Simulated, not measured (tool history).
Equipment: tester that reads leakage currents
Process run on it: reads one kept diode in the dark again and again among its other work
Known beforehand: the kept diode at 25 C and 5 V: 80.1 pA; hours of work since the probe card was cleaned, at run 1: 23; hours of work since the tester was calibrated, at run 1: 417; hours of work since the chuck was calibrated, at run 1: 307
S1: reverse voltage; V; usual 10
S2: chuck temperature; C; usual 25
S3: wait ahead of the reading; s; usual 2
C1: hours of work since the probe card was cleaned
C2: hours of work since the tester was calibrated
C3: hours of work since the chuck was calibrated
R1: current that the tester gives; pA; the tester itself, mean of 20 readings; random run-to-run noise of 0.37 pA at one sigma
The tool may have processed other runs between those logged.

| run | hour | S1 | S2 | S3 | C1 | C2 | C3 | R1 |
|---|---|---|---|---|---|---|---|---|
| 1 | 0 | 10 | 25 | 2 | 23 | 417 | 307 | 120.67 |
| 2 | 93.3 | 10 | 25 | 2 | 74 | 468 | 358 | 120.71 |
| 3 | 240.9 | 10 | 25 | 2 | 155 | 549 | 439 | 122.41 |
| 4 | 318.2 | 10 | 25 | 0.45 | 197 | 591 | 481 | 125.59 |
| 5 | 410.3 | 10 | 25 | 0.92 | 247 | 641 | 532 | 123.91 |
| 6 | 554.1 | 10 | 25 | 0.92 | 326 | 720 | 610 | 125.3 |
| 7 | 618.3 | 10 | 25 | 0.92 | 361 | 755 | 646 | 125.61 |
| 8 | 722.6 | 10 | 25 | 0.92 | 418 | 812 | 703 | 125.74 |
| 9 | 805.2 | 10 | 25 | 0.92 | 463 | 857 | 748 | 126.19 |
| 10 | 873 | 10 | 25 | 0.92 | 501 | 895 | 785 | 127.06 |
| 11 | 997.1 | 4 | 25 | 2 | 568 | 962 | 853 | 72.84 |
| 12 | 1089.6 | 10 | 25 | 2.51 | 619 | 1013 | 903 | 126.6 |
| 13 | 1190.1 | 10 | 25 | 2.51 | 674 | 1068 | 958 | 127.41 |
| 14 | 1309.1 | 10 | 25 | 2.51 | 739 | 1133 | 1023 | 126.94 |
| 15 | 1426.4 | 10 | 25 | 2.51 | 803 | 1197 | 1088 | 128.05 |
| 16 | 1575.1 | 10 | 25 | 2.51 | 885 | 1279 | 1169 | 129.14 |
| 17 | 1696.7 | 17.7 | 25 | 2.51 | 951 | 1345 | 1235 | 182.49 |
| 18 | 1781.4 | 17.7 | 25 | 2.51 | 997 | 1392 | 1282 | 184.53 |
| 19 | 1849.1 | 17.7 | 25 | 2.51 | 1035 | 1429 | 1319 | 186.14 |
| 20 | 1980.3 | 17.7 | 25 | 2.51 | 1106 | 1500 | 1391 | 186.57 |
| 21 | 2127.4 | 17.7 | 25 | 2.51 | 1187 | 1581 | 1471 | 187.09 |
| 22 | 2263.9 | 11.4 | 25 | 6.24 | 1261 | 1655 | 1546 | 142.72 |
| 23 | 2378.4 | 4.3 | 40 | 6.24 | 1324 | 1718 | 1608 | 306.93 |
| 24 | 2526 | 4.3 | 40 | 6.24 | 1405 | 1799 | 1689 | 307.58 |
| 25 | 2633.7 | 4.3 | 33 | 2.14 | 1464 | 1858 | 1748 | 167.37 |
| 26 | 2776.1 | 4.3 | 23 | 5.85 | 1542 | 1936 | 1826 | 67.62 |
|  | 2809.9 | chuck's temperature calibrated |
| 27 | 2900.9 | 2.6 | 43 | 5.85 | 1609 | 2003 | 50 | 282.98 |
| 28 | 3030 | 14.6 | 31 | 2 | 1679 | 2073 | 120 | 279.02 |
| 29 | 3156.8 | 6.3 | 25 | 5.03 | 1749 | 2143 | 190 | 98.44 |
| 30 | 3251.2 | 10 | 45 | 2.83 | 1800 | 2194 | 241 | 751.61 |
| 31 | 3351.5 | 3.1 | 25 | 2 | 1855 | 2249 | 296 | 64.79 |
| 32 | 3473.7 | 3.1 | 25 | 2 | 1922 | 2316 | 363 | 64.41 |
| 33 | 3626.8 | 8.5 | 40 | 2 | 2006 | 2400 | 447 | 451.55 |
| 34 | 3765.9 | 8.5 | 40 | 2 | 2082 | 2476 | 523 | 451.01 |
| 35 | 3916.6 | 10 | 35 | 2 | 2164 | 2558 | 605 | 325.09 |
| 36 | 4041 | 16.3 | 25 | 2 | 2232 | 2627 | 673 | 184.49 |

Consider 5 possible next runs. They are alternatives, not a sequence: every one starts from the tool as it was left by run 36. What does each give?
| A | 4192.4 | 19.4 | 31 | 2 | 2315 | 2709 | 756 | ? |
| B | 4192.4 | 4.4 | 25 | 2 | 2315 | 2709 | 756 | ? |
| C | 4192.4 | 10 | 45 | 2 | 2315 | 2709 | 756 | ? |
| D | 4192.4 | 8.2 | 25 | 7.79 | 2315 | 2709 | 756 | ? |
| E | 4192.4 | 12.5 | 25 | 2.41 | 2315 | 2709 | 756 | ? |

| run | R1 |
|---|---|
| A | 344.67 |
| B | 82.05 |
| C | 762.41 |
| D | 120.01 |
| E | 156.57 |
What these runs would have given with no unlogged condition in the tool:
| run | R1 |
|---|---|
| A | 313.98 |
| B | 74.82 |
| C | 733.74 |
| D | 107.45 |
| E | 138.24 |
